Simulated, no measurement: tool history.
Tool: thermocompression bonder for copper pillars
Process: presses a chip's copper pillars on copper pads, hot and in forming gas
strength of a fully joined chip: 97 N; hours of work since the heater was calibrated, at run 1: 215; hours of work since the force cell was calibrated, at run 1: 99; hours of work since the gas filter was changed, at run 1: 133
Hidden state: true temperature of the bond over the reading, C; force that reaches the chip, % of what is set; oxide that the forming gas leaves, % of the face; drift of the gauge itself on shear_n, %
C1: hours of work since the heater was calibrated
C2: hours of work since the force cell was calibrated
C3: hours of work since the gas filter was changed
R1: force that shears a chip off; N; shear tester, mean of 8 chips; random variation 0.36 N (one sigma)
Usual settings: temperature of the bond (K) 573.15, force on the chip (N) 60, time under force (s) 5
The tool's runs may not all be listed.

run 1 hour=0.0 | temperature_of_the_bond_(K)=573.15 force_on_the_chip_(N)=60 time_under_force_(s)=5 | C1=215 C2=99 C3=133 | R1=42.3
run 2 hour=7.5 | temperature_of_the_bond_(K)=573.15 force_on_the_chip_(N)=60 time_under_force_(s)=5 | C1=220 C2=105 C3=139 | R1=43.3
run 3 hour=19.7 | temperature_of_the_bond_(K)=547.15 force_on_the_chip_(N)=60 time_under_force_(s)=5 | C1=229 C2=114 C3=148 | R1=28.8
run 4 hour=25.9 | temperature_of_the_bond_(K)=547.15 force_on_the_chip_(N)=60 time_under_force_(s)=5 | C1=234 C2=118 C3=153 | R1=29.3
run 5 hour=35.6 | temperature_of_the_bond_(K)=547.15 force_on_the_chip_(N)=60 time_under_force_(s)=5 | C1=241 C2=126 C3=160 | R1=29.3
run 6 hour=46.1 | temperature_of_the_bond_(K)=547.15 force_on_the_chip_(N)=60 time_under_force_(s)=5 | C1=249 C2=134 C3=168 | R1=29.0
run 7 hour=58.3 | temperature_of_the_bond_(K)=547.15 force_on_the_chip_(N)=60 time_under_force_(s)=5 | C1=258 C2=143 C3=177 | R1=28.7
run 8 hour=70.4 | temperature_of_the_bond_(K)=598.15 force_on_the_chip_(N)=60 time_under_force_(s)=5 | C1=267 C2=152 C3=186 | R1=57.1
run 9 hour=83.3 | temperature_of_the_bond_(K)=598.15 force_on_the_chip_(N)=60 time_under_force_(s)=5 | C1=277 C2=161 C3=195 | R1=56.5
run 10 hour=93.4 | temperature_of_the_bond_(K)=598.15 force_on_the_chip_(N)=60 time_under_force_(s)=5 | C1=284 C2=169 C3=203 | R1=56.4
run 11 hour=106.4 | temperature_of_the_bond_(K)=573.15 force_on_the_chip_(N)=60 time_under_force_(s)=5 | C1=294 C2=178 C3=213 | R1=42.6
run 12 hour=114.0 | temperature_of_the_bond_(K)=573.15 force_on_the_chip_(N)=60 time_under_force_(s)=5 | C1=300 C2=184 C3=218 | R1=42.9
run 13 hour=120.4 | temperature_of_the_bond_(K)=573.15 force_on_the_chip_(N)=60 time_under_force_(s)=5 | C1=304 C2=189 C3=223 | R1=42.3
run 14 hour=128.8 | temperature_of_the_bond_(K)=573.15 force_on_the_chip_(N)=54 time_under_force_(s)=5 | C1=311 C2=195 C3=229 | R1=40.0
run 15 hour=136.1 | temperature_of_the_bond_(K)=573.15 force_on_the_chip_(N)=60 time_under_force_(s)=13 | C1=316 C2=201 C3=235 | R1=58.6
run 16 hour=148.3 | temperature_of_the_bond_(K)=573.15 force_on_the_chip_(N)=60 time_under_force_(s)=5 | C1=325 C2=210 C3=244 | R1=42.2
run 17 hour=162.1 | temperature_of_the_bond_(K)=598.15 force_on_the_chip_(N)=60 time_under_force_(s)=5 | C1=336 C2=220 C3=254 | R1=56.0
run 18 hour=168.3 | temperature_of_the_bond_(K)=598.15 force_on_the_chip_(N)=60 time_under_force_(s)=5 | C1=340 C2=225 C3=259 | R1=56.1
-- hour=171.4 forming gas filter changed
run 19 hour=182.4 | temperature_of_the_bond_(K)=598.15 force_on_the_chip_(N)=60 time_under_force_(s)=5 | C1=350 C2=235 C3=8 | R1=56.7
run 20 hour=190.2 | temperature_of_the_bond_(K)=568.15 force_on_the_chip_(N)=60 time_under_force_(s)=5 | C1=356 C2=241 C3=14 | R1=39.3
run 21 hour=199.1 | temperature_of_the_bond_(K)=568.15 force_on_the_chip_(N)=60 time_under_force_(s)=5 | C1=363 C2=247 C3=21 | R1=39.6
run 22 hour=210.1 | temperature_of_the_bond_(K)=573.15 force_on_the_chip_(N)=37 time_under_force_(s)=8 | C1=371 C2=256 C3=29 | R1=38.2
run 23 hour=221.9 | temperature_of_the_bond_(K)=573.15 force_on_the_chip_(N)=37 time_under_force_(s)=8 | C1=380 C2=264 C3=38 | R1=38.6
run 24 hour=231.5 | temperature_of_the_bond_(K)=583.15 force_on_the_chip_(N)=37 time_under_force_(s)=5 | C1=387 C2=272 C3=45 | R1=36.4
run 25 hour=238.6 | temperature_of_the_bond_(K)=583.15 force_on_the_chip_(N)=37 time_under_force_(s)=5 | C1=392 C2=277 C3=50 | R1=36.1
run 26 hour=251.6 | temperature_of_the_bond_(K)=570.15 force_on_the_chip_(N)=62 time_under_force_(s)=5 | C1=402 C2=287 C3=60 | R1=42.2
run 27 hour=257.7 | temperature_of_the_bond_(K)=566.15 force_on_the_chip_(N)=71 time_under_force_(s)=3 | C1=407 C2=291 C3=64 | R1=35.4
run 28 hour=264.7 | temperature_of_the_bond_(K)=566.15 force_on_the_chip_(N)=71 time_under_force_(s)=3 | C1=412 C2=296 C3=70 | R1=35.1
run 29 hour=277.0 | temperature_of_the_bond_(K)=551.15 force_on_the_chip_(N)=71 time_under_force_(s)=4 | C1=421 C2=305 C3=79 | R1=31.7
run 30 hour=290.2 | temperature_of_the_bond_(K)=577.15 force_on_the_chip_(N)=61 time_under_force_(s)=4 | C1=431 C2=315 C3=89 | R1=41.4
run 31 hour=301.7 | temperature_of_the_bond_(K)=577.15 force_on_the_chip_(N)=61 time_under_force_(s)=4 | C1=439 C2=324 C3=97 | R1=41.3
run 32 hour=308.6 | temperature_of_the_bond_(K)=573.15 force_on_the_chip_(N)=48 time_under_force_(s)=5 | C1=445 C2=329 C3=102 | R1=36.8
run 33 hour=314.6 | temperature_of_the_bond_(K)=562.15 force_on_the_chip_(N)=60 time_under_force_(s)=12 | C1=449 C2=334 C3=107 | R1=51.2
run 34 hour=322.9 | temperature_of_the_bond_(K)=583.15 force_on_the_chip_(N)=37 time_under_force_(s)=7 | C1=455 C2=340 C3=113 | R1=41.8
run 35 hour=331.2 | temperature_of_the_bond_(K)=576.15 force_on_the_chip_(N)=66 time_under_force_(s)=12 | C1=461 C2=346 C3=119 | R1=61.0
run 36 hour=339.2 | temperature_of_the_bond_(K)=573.15 force_on_the_chip_(N)=68 time_under_force_(s)=11 | C1=467 C2=352 C3=125 | R1=59.0
run 37 hour=349.8 | temperature_of_the_bond_(K)=567.15 force_on_the_chip_(N)=68 time_under_force_(s)=7 | C1=475 C2=360 C3=133 | R1=47.5
run 38 hour=363.0 | temperature_of_the_bond_(K)=573.15 force_on_the_chip_(N)=42 time_under_force_(s)=5 | C1=485 C2=370 C3=143 | R1=34.6
run 39 hour=374.8 | temperature_of_the_bond_(K)=580.15 force_on_the_chip_(N)=60 time_under_force_(s)=7 | C1=494 C2=378 C3=152 | R1=52.0
run 40 hour=384.9 | temperature_of_the_bond_(K)=601.15 force_on_the_chip_(N)=78 time_under_force_(s)=9 | C1=501 C2=386 C3=159 | R1=75.2

How the hidden state differs across the entries between the runs, from the last listed run before each to the first after it:
Between runs 18 and 19: forming gas filter changed (hour 171.4)
  oxide that the forming gas leaves, % of the face: 0.63 -> 0.5
